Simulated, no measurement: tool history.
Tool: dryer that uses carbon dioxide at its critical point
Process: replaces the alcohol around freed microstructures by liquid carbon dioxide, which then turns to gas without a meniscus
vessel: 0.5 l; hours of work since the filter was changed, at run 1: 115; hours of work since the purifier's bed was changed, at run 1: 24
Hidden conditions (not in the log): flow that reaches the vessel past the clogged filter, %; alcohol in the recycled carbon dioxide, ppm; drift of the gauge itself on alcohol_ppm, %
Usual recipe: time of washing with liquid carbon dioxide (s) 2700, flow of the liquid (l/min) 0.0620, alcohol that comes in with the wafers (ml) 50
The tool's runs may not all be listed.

| run | hour | time of washing with liquid carbon dioxide (s) | flow of the liquid (l/min) | alcohol that comes in with the wafers (ml) | hours of work since the filter was changed | hours of work since the purifier's bed was changed | alcohol left in the vessel before it's heated (ppm by volume) |
|---|---|---|---|---|---|---|---|
| 1 | 0.0 | 2700 | 0.0620 | 50 | 115 | 24 | 2022 |
| 2 | 5.6 | 2700 | 0.0620 | 50 | 119 | 28 | 2047 |
| 3 | 14.7 | 2700 | 0.0620 | 50 | 126 | 35 | 2019 |
| 4 | 19.8 | 2700 | 0.0620 | 103 | 129 | 39 | 4268 |
| 5 | 25.9 | 2700 | 0.0620 | 103 | 134 | 43 | 4183 |
| 6 | 35.9 | 2700 | 0.0620 | 103 | 141 | 50 | 4152 |
| 7 | 43.3 | 2700 | 0.0620 | 103 | 146 | 56 | 4180 |
| 8 | 49.3 | 2700 | 0.0747 | 50 | 150 | 60 | 936 |
| 9 | 59.0 | 2700 | 0.0747 | 50 | 157 | 67 | 976 |
| 10 | 67.6 | 2700 | 0.0747 | 50 | 164 | 73 | 962 |
| 11 | 76.4 | 2700 | 0.0620 | 39 | 170 | 79 | 1604 |
| 12 | 83.7 | 1680 | 0.0536 | 50 | 175 | 85 | 12296 |
| 13 | 93.7 | 4020 | 0.1019 | 101 | 182 | 92 | 42 |
| 14 | 103.7 | 3840 | 0.0598 | 21 | 190 | 99 | 231 |
| 15 | 109.7 | 2520 | 0.0598 | 69 | 194 | 104 | 4300 |
| 16 | 116.0 | 2520 | 0.0782 | 69 | 199 | 108 | 1501 |
| 17 | 125.2 | 3840 | 0.0980 | 78 | 205 | 115 | 53 |
| 18 | 132.6 | 3300 | 0.0980 | 78 | 211 | 120 | 141 |
| 19 | 141.5 | 4320 | 0.0980 | 93 | 217 | 126 | 44 |
| 20 | 151.6 | 4320 | 0.0980 | 93 | 224 | 134 | 52 |
| 21 | 161.2 | 4320 | 0.0980 | 93 | 231 | 141 | 45 |

Consider 4 possible next runs. They are alternatives, not a sequence: every one starts from the tool as it was left by run 21. What does each give?
| A | 168.7 | 4320 | 0.0596 | 24 | 237 | 146 | ? |
| B | 168.7 | 4320 | 0.0422 | 93 | 237 | 146 | ? |
| C | 168.7 | 4320 | 0.0379 | 55 | 237 | 146 | ? |
| D | 168.7 | 4320 | 0.0395 | 93 | 237 | 146 | ? |

| run | alcohol left in the vessel before it's heated (ppm by volume) |
|---|---|
| A | 161 |
| B | 2758 |
| C | 2481 |
| D | 3488 |
Without the tool's unlogged condition, the same runs would have read:
| run | alcohol left in the vessel before it's heated (ppm by volume) |
|---|---|
| A | 111 |
| B | 2430 |
| C | 2208 |
| D | 3103 |

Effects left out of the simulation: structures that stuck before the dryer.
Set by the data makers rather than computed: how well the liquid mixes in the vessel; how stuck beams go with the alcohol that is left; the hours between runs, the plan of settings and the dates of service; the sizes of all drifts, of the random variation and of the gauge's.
